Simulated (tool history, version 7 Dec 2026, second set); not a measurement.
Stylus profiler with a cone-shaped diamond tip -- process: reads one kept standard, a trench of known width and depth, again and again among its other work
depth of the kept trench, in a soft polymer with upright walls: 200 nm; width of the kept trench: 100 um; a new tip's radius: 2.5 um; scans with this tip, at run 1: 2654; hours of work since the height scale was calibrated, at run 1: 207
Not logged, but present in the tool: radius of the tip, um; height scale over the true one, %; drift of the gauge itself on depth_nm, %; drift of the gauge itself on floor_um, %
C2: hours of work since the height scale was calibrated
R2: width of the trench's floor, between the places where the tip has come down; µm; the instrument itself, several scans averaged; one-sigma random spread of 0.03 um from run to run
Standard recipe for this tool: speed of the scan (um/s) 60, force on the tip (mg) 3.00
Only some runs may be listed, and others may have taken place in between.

Run 1, hour 0.0: usual settings; scans with this tip 2654; C2 207. Result: depth of the trench (nm) 203.62, R2 97.19 µm.
Run 2, hour 12.1: usual settings but force on the tip (mg) 1.65; scans with this tip 2724; C2 212. Result: depth of the trench (nm) 202.53, R2 97.06 µm.
Run 3, hour 22.8: usual settings but force on the tip (mg) 1.65; scans with this tip 2787; C2 217. Result: depth of the trench (nm) 202.47, R2 97.01 µm.
Run 4, hour 29.9: usual settings but force on the tip (mg) 6.67; scans with this tip 2829; C2 221. Result: depth of the trench (nm) 206.13, R2 97.27 µm.
Run 5, hour 43.3: usual settings but force on the tip (mg) 6.67; scans with this tip 2907; C2 227. Result: depth of the trench (nm) 206.22, R2 97.24 µm.
Run 6, hour 54.1: usual settings but force on the tip (mg) 7.70; scans with this tip 2970; C2 232. Result: depth of the trench (nm) 206.82, R2 97.27 µm.
Run 7, hour 71.3: usual settings but speed of the scan (um/s) 196, force on the tip (mg) 7.70; scans with this tip 3070; C2 239. Result: depth of the trench (nm) 206.85, R2 96.73 µm.
Run 8, hour 84.6: usual settings but speed of the scan (um/s) 196, force on the tip (mg) 3.70; scans with this tip 3148; C2 245. Result: depth of the trench (nm) 204.13, R2 96.44 µm.
Run 9, hour 102.1: usual settings but speed of the scan (um/s) 196, force on the tip (mg) 3.70; scans with this tip 3250; C2 253. Result: depth of the trench (nm) 204.16, R2 96.49 µm.
Run 10, hour 114.5: usual settings but speed of the scan (um/s) 196, force on the tip (mg) 3.70; scans with this tip 3322; C2 259. Result: depth of the trench (nm) 204.13, R2 96.40 µm.
Run 11, hour 130.2: usual settings; scans with this tip 3414; C2 266. Result: depth of the trench (nm) 203.71, R2 96.99 µm.
Run 12, hour 140.5: usual settings but force on the tip (mg) 4.18; scans with this tip 3474; C2 271. Result: depth of the trench (nm) 204.62, R2 97.10 µm.
Run 13, hour 152.0: usual settings but force on the tip (mg) 4.18; scans with this tip 3541; C2 276. Result: depth of the trench (nm) 204.70, R2 97.12 µm.
Run 14, hour 159.4: usual settings; scans with this tip 3584; C2 279. Result: depth of the trench (nm) 203.62, R2 97.03 µm.
Run 15, hour 169.1: usual settings; scans with this tip 3641; C2 284. Result: depth of the trench (nm) 203.76, R2 97.04 µm.
Run 16, hour 186.4: usual settings; scans with this tip 3742; C2 292. Result: depth of the trench (nm) 203.70, R2 97.03 µm.
Run 17, hour 194.3: usual settings; scans with this tip 3788; C2 295. Result: depth of the trench (nm) 203.76, R2 97.05 µm.
Run 18, hour 205.5: usual settings; scans with this tip 3853; C2 300. Result: depth of the trench (nm) 203.63, R2 96.94 µm.
Run 19, hour 217.4: usual settings; scans with this tip 3923; C2 306. Result: depth of the trench (nm) 203.76, R2 97.01 µm.
Run 20, hour 225.9: usual settings; scans with this tip 3973; C2 310. Result: depth of the trench (nm) 203.60, R2 96.98 µm.
Run 21, hour 242.2: usual settings; scans with this tip 4067; C2 317. Result: depth of the trench (nm) 203.78, R2 96.94 µm.
Run 22, hour 255.1: usual settings; scans with this tip 4143; C2 323. Result: depth of the trench (nm) 203.78, R2 96.94 µm.
Run 23, hour 268.4: usual settings but force on the tip (mg) 1.51; scans with this tip 4220; C2 329. Result: depth of the trench (nm) 202.49, R2 96.82 µm.
Run 24, hour 283.9: usual settings but force on the tip (mg) 1.51; scans with this tip 4311; C2 336. Result: depth of the trench (nm) 202.47, R2 96.77 µm.
Run 25, hour 301.5: usual settings but speed of the scan (um/s) 18, force on the tip (mg) 2.61; scans with this tip 4413; C2 344. Result: depth of the trench (nm) 203.43, R2 97.10 µm.
Run 26, hour 316.9: usual settings but speed of the scan (um/s) 51; scans with this tip 4504; C2 351. Result: depth of the trench (nm) 203.90, R2 96.94 µm.
Run 27, hour 334.3: usual settings but speed of the scan (um/s) 51, force on the tip (mg) 5.42; scans with this tip 4605; C2 359. Result: depth of the trench (nm) 205.37, R2 97.01 µm.
Run 28, hour 344.5: usual settings but speed of the scan (um/s) 51, force on the tip (mg) 5.42; scans with this tip 4664; C2 364. Result: depth of the trench (nm) 205.38, R2 96.98 µm.
Run 29, hour 352.2: usual settings but speed of the scan (um/s) 51, force on the tip (mg) 5.42; scans with this tip 4710; C2 367. Result: depth of the trench (nm) 205.32, R2 96.96 µm.
Run 30, hour 361.3: usual settings but speed of the scan (um/s) 51, force on the tip (mg) 5.42; scans with this tip 4762; C2 371. Result: depth of the trench (nm) 205.50, R2 96.98 µm.

What will run 31 give?
Run 31, hour 377.9: usual settings but speed of the scan (um/s) 125, force on the tip (mg) 3.20; scans with this tip 4860; C2 379. Result: depth of the trench (nm) ?, R2 ?.

Logged for run 31: depth of the trench (nm) 204.02, R2 96.45 µm.
Take away the tool's hidden state, keep the run-to-run variation as it was, and the same run would have given depth of the trench (nm) 203.80, R2 97.32 µm.
